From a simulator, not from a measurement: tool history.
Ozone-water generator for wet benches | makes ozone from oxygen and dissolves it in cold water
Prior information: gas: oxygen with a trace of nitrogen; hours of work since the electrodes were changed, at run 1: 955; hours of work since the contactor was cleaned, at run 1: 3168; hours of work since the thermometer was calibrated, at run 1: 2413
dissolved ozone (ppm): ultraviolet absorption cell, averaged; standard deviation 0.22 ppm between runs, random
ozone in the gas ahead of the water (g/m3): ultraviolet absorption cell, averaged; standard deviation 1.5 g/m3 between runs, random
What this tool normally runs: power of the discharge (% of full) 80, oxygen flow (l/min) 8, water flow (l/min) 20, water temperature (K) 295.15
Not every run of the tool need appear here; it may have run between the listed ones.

run,hour,power of the discharge (% of full),oxygen flow (l/min),water flow (l/min),water temperature (K),hours of work since the electrodes were changed,hours of work since the contactor was cleaned,hours of work since the thermometer was calibrated,dissolved ozone (ppm),ozone in the gas ahead of the water (g/m3)
1,0,80,8,20,295.15,955,3168,2413,30.1,268.3
2,36.4,80,8,20,295.15,982,3195,2441,30.1,264.9
3,52.5,80,8,20,295.15,995,3208,2453,29.9,265.2
4,89.4,80,8,20,295.15,1023,3236,2481,30.1,267.2
5,120.5,80,8,20,290.15,1047,3260,2505,33.1,267.9
6,137,80,8,20,295.15,1059,3272,2518,30.1,267.8
7,152.3,80,8,20,295.15,1071,3284,2529,29.9,266.5
8,182.3,64,8,20,295.15,1094,3307,2552,24.3,217.6
9,213.6,64,8,20,295.15,1118,3331,2576,24.5,216.5
10,236.4,64,8,20,295.15,1135,3348,2594,24.9,216.9
11,273.8,64,8,20,295.15,1164,3377,2622,24.5,217.7
12,292.5,80,8,20,295.15,1178,3391,2637,29.7,263
13,314.3,80,10.89,20,295.15,1195,3408,2653,30.7,240.3
14,344,80,10.89,20,295.15,1218,3431,2676,30.7,239.9
15,372,80,8,23,295.15,1239,3452,2697,26.7,264.1
16,394.3,80,8,17,295.15,1256,3469,2715,32.8,261.4
17,430.9,80,8,17,295.15,1284,3497,2743,33.1,263.9
18,460.4,80,7.79,25,295.15,1307,3520,2765,24.8,265.6
19,494.2,80,7.79,25,295.15,1333,3546,2791,25.1,267.7
20,520.9,80,7.79,25,295.15,1353,3566,2811,24.6,266.7
# hour 526.4: contactor cleaned
21,555.5,75,8,12,295.15,1377,22,2835,38.5,247.5
22,581.5,75,8,12,295.15,1396,42,2855,38.4,246.4
23,610.2,75,8,12,295.15,1418,64,2877,38.6,245.7
24,634.1,70,10.85,32,295.15,1437,82,2895,18.8,211.8
25,670.8,70,10.85,32,295.15,1465,110,2923,18.5,211
26,690.8,70,10.85,32,295.15,1480,126,2938,18.4,212.2
27,712.4,43,5.25,32,288.15,1497,142,2955,10.9,171.9
# hour 725.8: contactor cleaned, once more
28,750.3,43,5.25,32,288.15,1523,19,2981,11.6,171.7
29,767.2,43,5.25,32,288.15,1536,32,2994,11.6,171.4
30,791.2,43,5.25,32,288.15,1554,50,3012,11.7,171.5
31,823.1,43,5.25,32,288.15,1578,74,3037,11.6,171.4
32,847.8,43,5.25,32,288.15,1597,93,3055,11.7,171.3
33,870.5,43,5.25,32,288.15,1615,111,3073,11.4,172.4

Some steps in dissolved ozone (ppm), run to run, broken into two amounts with sign: the step expected even without the hidden condition (settings, incoming material, random variation), and the rest, left for the hidden condition together with whatever gauge scatter is not in both the measured and the hidden-condition-free result:
The hidden state here: yield of the discharge, % of new electrodes'; contactor's efficiency, % of a clean one's; true water temperature over the reading, C; drift of the gauge itself on ozone_ppm, %; drift of the gauge itself on gas_g_m3, %.
Run 17 -> 18: oxygen flow (l/min) 8 -> 7.79, water flow (l/min) 17 -> 25. dissolved ozone (ppm) -8.3: hidden state +0.5, all else -8.8.
Run 20 -> 21: power of the discharge (% of full) 80 -> 75, oxygen flow (l/min) 7.79 -> 8, water flow (l/min) 25 -> 12, contactor cleaned. dissolved ozone (ppm) +13.9: hidden state -1, all else +14.9.
Run 23 -> 24: power of the discharge (% of full) 75 -> 70, oxygen flow (l/min) 8 -> 10.85, water flow (l/min) 12 -> 32. dissolved ozone (ppm) -19.8: hidden state +1.5, all else -21.3.
Run 26 -> 27: power of the discharge (% of full) 70 -> 43, oxygen flow (l/min) 10.85 -> 5.25, water temperature (K) 295.15 -> 288.15. dissolved ozone (ppm) -7.5: hidden state +1.1, all else -8.6.

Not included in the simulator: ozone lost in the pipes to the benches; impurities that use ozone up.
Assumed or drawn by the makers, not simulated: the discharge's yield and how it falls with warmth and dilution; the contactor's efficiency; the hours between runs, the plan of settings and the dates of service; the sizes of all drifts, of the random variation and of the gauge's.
